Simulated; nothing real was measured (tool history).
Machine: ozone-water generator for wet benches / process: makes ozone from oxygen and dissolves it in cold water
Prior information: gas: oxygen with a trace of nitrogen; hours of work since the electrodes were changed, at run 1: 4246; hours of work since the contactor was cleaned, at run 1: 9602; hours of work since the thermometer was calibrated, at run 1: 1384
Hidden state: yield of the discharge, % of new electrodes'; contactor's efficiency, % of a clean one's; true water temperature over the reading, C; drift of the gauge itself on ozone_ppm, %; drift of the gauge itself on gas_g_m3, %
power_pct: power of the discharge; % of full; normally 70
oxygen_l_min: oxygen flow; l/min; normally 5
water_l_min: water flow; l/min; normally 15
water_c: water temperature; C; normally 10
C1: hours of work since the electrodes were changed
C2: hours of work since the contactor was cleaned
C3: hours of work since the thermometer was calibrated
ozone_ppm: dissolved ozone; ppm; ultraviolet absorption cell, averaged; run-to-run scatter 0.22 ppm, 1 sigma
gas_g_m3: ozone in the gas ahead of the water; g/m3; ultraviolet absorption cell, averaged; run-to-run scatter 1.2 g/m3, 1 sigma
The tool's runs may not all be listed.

run 1 hour=0 | power_pct=70 oxygen_l_min=5 water_l_min=15 water_c=10 | C1=4246 C2=9602 C3=1384 | ozone_ppm=30.5 gas_g_m3=200.6
run 2 hour=140.4 | power_pct=70 oxygen_l_min=5 water_l_min=15 water_c=10 | C1=4378 C2=9734 C3=1515 | ozone_ppm=30.4 gas_g_m3=201.1
run 3 hour=274.3 | power_pct=70 oxygen_l_min=8.92 water_l_min=15 water_c=10 | C1=4504 C2=9860 C3=1641 | ozone_ppm=31.8 gas_g_m3=157.7
-- hour=375.4 contactor cleaned
run 4 hour=451.3 | power_pct=70 oxygen_l_min=8.92 water_l_min=15 water_c=10 | C1=4666 C2=71 C3=1804 | ozone_ppm=31.6 gas_g_m3=157.3
run 5 hour=544.3 | power_pct=70 oxygen_l_min=8.92 water_l_min=17 water_c=10 | C1=4754 C2=159 C3=1891 | ozone_ppm=28.9 gas_g_m3=158.1
run 6 hour=720.4 | power_pct=70 oxygen_l_min=8.92 water_l_min=17 water_c=10 | C1=4919 C2=324 C3=2057 | ozone_ppm=28.6 gas_g_m3=157.4
run 7 hour=888.6 | power_pct=63 oxygen_l_min=8.92 water_l_min=17 water_c=10 | C1=5077 C2=482 C3=2215 | ozone_ppm=27 gas_g_m3=146.7
run 8 hour=964.9 | power_pct=63 oxygen_l_min=8.92 water_l_min=17 water_c=10 | C1=5149 C2=554 C3=2286 | ozone_ppm=27.1 gas_g_m3=148.1
-- hour=1021.5 contactor cleaned, once more
run 9 hour=1149.8 | power_pct=100 oxygen_l_min=8.92 water_l_min=17 water_c=10 | C1=5319 C2=121 C3=2456 | ozone_ppm=37.4 gas_g_m3=197.3
run 10 hour=1273.4 | power_pct=70 oxygen_l_min=5 water_l_min=15 water_c=10 | C1=5435 C2=237 C3=2572 | ozone_ppm=30.9 gas_g_m3=197.3
run 11 hour=1358 | power_pct=70 oxygen_l_min=5 water_l_min=15 water_c=10 | C1=5514 C2=316 C3=2652 | ozone_ppm=30.7 gas_g_m3=196.3
run 12 hour=1463.9 | power_pct=70 oxygen_l_min=5 water_l_min=15 water_c=10 | C1=5614 C2=416 C3=2751 | ozone_ppm=30.5 gas_g_m3=198.4
run 13 hour=1601.7 | power_pct=70 oxygen_l_min=5 water_l_min=15 water_c=10 | C1=5743 C2=545 C3=2881 | ozone_ppm=30.3 gas_g_m3=196
-- hour=1636.1 water thermometer calibrated
run 14 hour=1752.3 | power_pct=70 oxygen_l_min=5 water_l_min=14 water_c=10 | C1=5884 C2=686 C3=109 | ozone_ppm=32.1 gas_g_m3=197.3
run 15 hour=1885.7 | power_pct=70 oxygen_l_min=5 water_l_min=14 water_c=10 | C1=6009 C2=811 C3=234 | ozone_ppm=32.1 gas_g_m3=195.8
run 16 hour=1980.3 | power_pct=70 oxygen_l_min=5 water_l_min=15 water_c=10 | C1=6098 C2=900 C3=323 | ozone_ppm=30.4 gas_g_m3=196
run 17 hour=2157.9 | power_pct=70 oxygen_l_min=5 water_l_min=21 water_c=10 | C1=6265 C2=1067 C3=490 | ozone_ppm=23.5 gas_g_m3=194.7
run 18 hour=2267.5 | power_pct=70 oxygen_l_min=2.61 water_l_min=22 water_c=5 | C1=6368 C2=1170 C3=593 | ozone_ppm=19.1 gas_g_m3=253
run 19 hour=2401.6 | power_pct=82 oxygen_l_min=3.54 water_l_min=13 water_c=12 | C1=6494 C2=1296 C3=719 | ozone_ppm=34.2 gas_g_m3=247
run 20 hour=2515.9 | power_pct=70 oxygen_l_min=5 water_l_min=15 water_c=8 | C1=6601 C2=1403 C3=826 | ozone_ppm=31.2 gas_g_m3=195.6
run 21 hour=2613.8 | power_pct=70 oxygen_l_min=5 water_l_min=15 water_c=8 | C1=6693 C2=1495 C3=918 | ozone_ppm=31 gas_g_m3=193.9
run 22 hour=2764.8 | power_pct=50 oxygen_l_min=5.76 water_l_min=12 water_c=11 | C1=6835 C2=1637 C3=1060 | ozone_ppm=28.5 gas_g_m3=147.5
run 23 hour=2945.3 | power_pct=70 oxygen_l_min=7.86 water_l_min=15 water_c=7 | C1=7005 C2=1807 C3=1230 | ozone_ppm=33 gas_g_m3=161
run 24 hour=3049.6 | power_pct=70 oxygen_l_min=7.86 water_l_min=15 water_c=7 | C1=7103 C2=1905 C3=1328 | ozone_ppm=32.9 gas_g_m3=159.5
run 25 hour=3132.7 | power_pct=70 oxygen_l_min=6.81 water_l_min=15 water_c=7 | C1=7181 C2=1983 C3=1406 | ozone_ppm=32.7 gas_g_m3=172.1
run 26 hour=3236.9 | power_pct=70 oxygen_l_min=6.81 water_l_min=15 water_c=7 | C1=7279 C2=2081 C3=1504 | ozone_ppm=32.7 gas_g_m3=170.3
run 27 hour=3357 | power_pct=70 oxygen_l_min=6.81 water_l_min=15 water_c=7 | C1=7391 C2=2193 C3=1617 | ozone_ppm=32.6 gas_g_m3=169.3
run 28 hour=3455.9 | power_pct=70 oxygen_l_min=6.81 water_l_min=15 water_c=7 | C1=7484 C2=2286 C3=1709 | ozone_ppm=32.2 gas_g_m3=170.2
run 29 hour=3536.7 | power_pct=70 oxygen_l_min=6.81 water_l_min=15 water_c=7 | C1=7560 C2=2362 C3=1785 | ozone_ppm=32.4 gas_g_m3=170
run 30 hour=3618.3 | power_pct=70 oxygen_l_min=3.63 water_l_min=15 water_c=10 | C1=7637 C2=2439 C3=1862 | ozone_ppm=28.6 gas_g_m3=219.9
run 31 hour=3752.1 | power_pct=70 oxygen_l_min=3.63 water_l_min=15 water_c=10 | C1=7763 C2=2565 C3=1988 | ozone_ppm=27.8 gas_g_m3=220.9
run 32 hour=3877.4 | power_pct=70 oxygen_l_min=3.63 water_l_min=15 water_c=10 | C1=7880 C2=2682 C3=2105 | ozone_ppm=28 gas_g_m3=220.1

Here are 3 independent what-if runs from the current tool condition. What would each one return?
run A hour=3959.8 | power_pct=60 oxygen_l_min=3.63 water_l_min=15 water_c=10 | C1=7958 C2=2760 C3=2183 | ozone_ppm=? gas_g_m3=?
run B hour=3959.8 | power_pct=70 oxygen_l_min=3 water_l_min=15 water_c=10 | C1=7958 C2=2760 C3=2183 | ozone_ppm=? gas_g_m3=?
run C hour=3959.8 | power_pct=70 oxygen_l_min=2.89 water_l_min=10 water_c=9 | C1=7958 C2=2760 C3=2183 | ozone_ppm=? gas_g_m3=?

run=A ozone_ppm=25.4 gas_g_m3=199.1
run=B ozone_ppm=26.9 gas_g_m3=234.6
run=C ozone_ppm=36.7 gas_g_m3=238.8
Without the tool's unlogged condition, the same runs would have read:
run=A ozone_ppm=27.7 gas_g_m3=215.9
run=B ozone_ppm=29.6 gas_g_m3=256.8
run=C ozone_ppm=40.3 gas_g_m3=261.4

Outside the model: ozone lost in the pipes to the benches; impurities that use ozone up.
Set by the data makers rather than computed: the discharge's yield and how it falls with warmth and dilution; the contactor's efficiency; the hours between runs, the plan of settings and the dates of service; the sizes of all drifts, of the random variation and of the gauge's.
